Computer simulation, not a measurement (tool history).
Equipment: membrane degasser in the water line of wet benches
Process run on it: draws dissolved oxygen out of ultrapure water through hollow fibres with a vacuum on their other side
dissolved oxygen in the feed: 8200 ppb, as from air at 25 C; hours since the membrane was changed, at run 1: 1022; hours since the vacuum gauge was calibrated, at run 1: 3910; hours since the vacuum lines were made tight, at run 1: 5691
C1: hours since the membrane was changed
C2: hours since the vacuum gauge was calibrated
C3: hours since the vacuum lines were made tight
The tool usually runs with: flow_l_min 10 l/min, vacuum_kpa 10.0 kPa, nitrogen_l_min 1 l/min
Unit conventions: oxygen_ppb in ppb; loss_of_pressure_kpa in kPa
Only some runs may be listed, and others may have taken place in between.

{"run": 1, "hour": 0.0, "flow_l_min": 10, "vacuum_kpa": 10.0, "nitrogen_l_min": 1, "C1": 1022, "C2": 3910, "C3": 5691, "oxygen_ppb": 203.4, "loss_of_pressure_kpa": 32.11}
{"run": 2, "hour": 42.3, "flow_l_min": 10, "vacuum_kpa": 20.4, "nitrogen_l_min": 1, "C1": 1064, "C2": 3952, "C3": 5733, "oxygen_ppb": 432.9, "loss_of_pressure_kpa": 32.4}
{"run": 3, "hour": 86.9, "flow_l_min": 10, "vacuum_kpa": 20.4, "nitrogen_l_min": 1, "C1": 1109, "C2": 3996, "C3": 5778, "oxygen_ppb": 434.2, "loss_of_pressure_kpa": 32.17}
{"run": 4, "hour": 120.3, "flow_l_min": 10, "vacuum_kpa": 10.0, "nitrogen_l_min": 1, "C1": 1142, "C2": 4030, "C3": 5812, "oxygen_ppb": 201.7, "loss_of_pressure_kpa": 32.58}
{"run": 5, "hour": 163.1, "flow_l_min": 10, "vacuum_kpa": 10.0, "nitrogen_l_min": 1, "C1": 1185, "C2": 4073, "C3": 5854, "oxygen_ppb": 204.7, "loss_of_pressure_kpa": 32.29}
{"run": 6, "hour": 211.0, "flow_l_min": 10, "vacuum_kpa": 10.0, "nitrogen_l_min": 1, "C1": 1233, "C2": 4121, "C3": 5902, "oxygen_ppb": 204.9, "loss_of_pressure_kpa": 32.06}
{"run": 7, "hour": 257.4, "flow_l_min": 10, "vacuum_kpa": 10.0, "nitrogen_l_min": 1, "C1": 1279, "C2": 4167, "C3": 5949, "oxygen_ppb": 201.0, "loss_of_pressure_kpa": 32.38}
{"run": 8, "hour": 289.4, "flow_l_min": 12, "vacuum_kpa": 10.0, "nitrogen_l_min": 1, "C1": 1311, "C2": 4199, "C3": 5981, "oxygen_ppb": 262.5, "loss_of_pressure_kpa": 38.56}
{"run": 9, "hour": 310.9, "flow_l_min": 12, "vacuum_kpa": 10.0, "nitrogen_l_min": 1, "C1": 1333, "C2": 4220, "C3": 6002, "oxygen_ppb": 261.4, "loss_of_pressure_kpa": 38.63}
{"run": 10, "hour": 348.1, "flow_l_min": 12, "vacuum_kpa": 10.0, "nitrogen_l_min": 1, "C1": 1370, "C2": 4258, "C3": 6039, "oxygen_ppb": 261.9, "loss_of_pressure_kpa": 39.05}
{"run": 11, "hour": 378.4, "flow_l_min": 10, "vacuum_kpa": 9.3, "nitrogen_l_min": 1, "C1": 1400, "C2": 4288, "C3": 6070, "oxygen_ppb": 187.9, "loss_of_pressure_kpa": 32.38}
{"run": 12, "hour": 410.6, "flow_l_min": 10, "vacuum_kpa": 9.3, "nitrogen_l_min": 1, "C1": 1432, "C2": 4320, "C3": 6102, "oxygen_ppb": 187.1, "loss_of_pressure_kpa": 32.23}
{"run": 13, "hour": 447.1, "flow_l_min": 6, "vacuum_kpa": 10.0, "nitrogen_l_min": 1, "C1": 1469, "C2": 4357, "C3": 6138, "oxygen_ppb": 109.8, "loss_of_pressure_kpa": 19.23}
{"run": 14, "hour": 473.5, "flow_l_min": 10, "vacuum_kpa": 12.4, "nitrogen_l_min": 1, "C1": 1495, "C2": 4383, "C3": 6165, "oxygen_ppb": 257.4, "loss_of_pressure_kpa": 32.35}
{"run": 15, "hour": 501.6, "flow_l_min": 10, "vacuum_kpa": 12.4, "nitrogen_l_min": 1, "C1": 1523, "C2": 4411, "C3": 6193, "oxygen_ppb": 259.0, "loss_of_pressure_kpa": 32.18}

What will run 16 give?
{"run": 16, "hour": 543.6, "flow_l_min": 10, "vacuum_kpa": 10.0, "nitrogen_l_min": 1, "C1": 1565, "C2": 4453, "C3": 6235, "oxygen_ppb": "?", "loss_of_pressure_kpa": "?"}

Run 16 produced oxygen_ppb 203.8 ppb, loss_of_pressure_kpa 32.16 kPa.
Take away the tool's hidden state, keep the run-to-run variation as it was, and the same run would have given oxygen_ppb 193.4 ppb, loss_of_pressure_kpa 31.74 kPa.

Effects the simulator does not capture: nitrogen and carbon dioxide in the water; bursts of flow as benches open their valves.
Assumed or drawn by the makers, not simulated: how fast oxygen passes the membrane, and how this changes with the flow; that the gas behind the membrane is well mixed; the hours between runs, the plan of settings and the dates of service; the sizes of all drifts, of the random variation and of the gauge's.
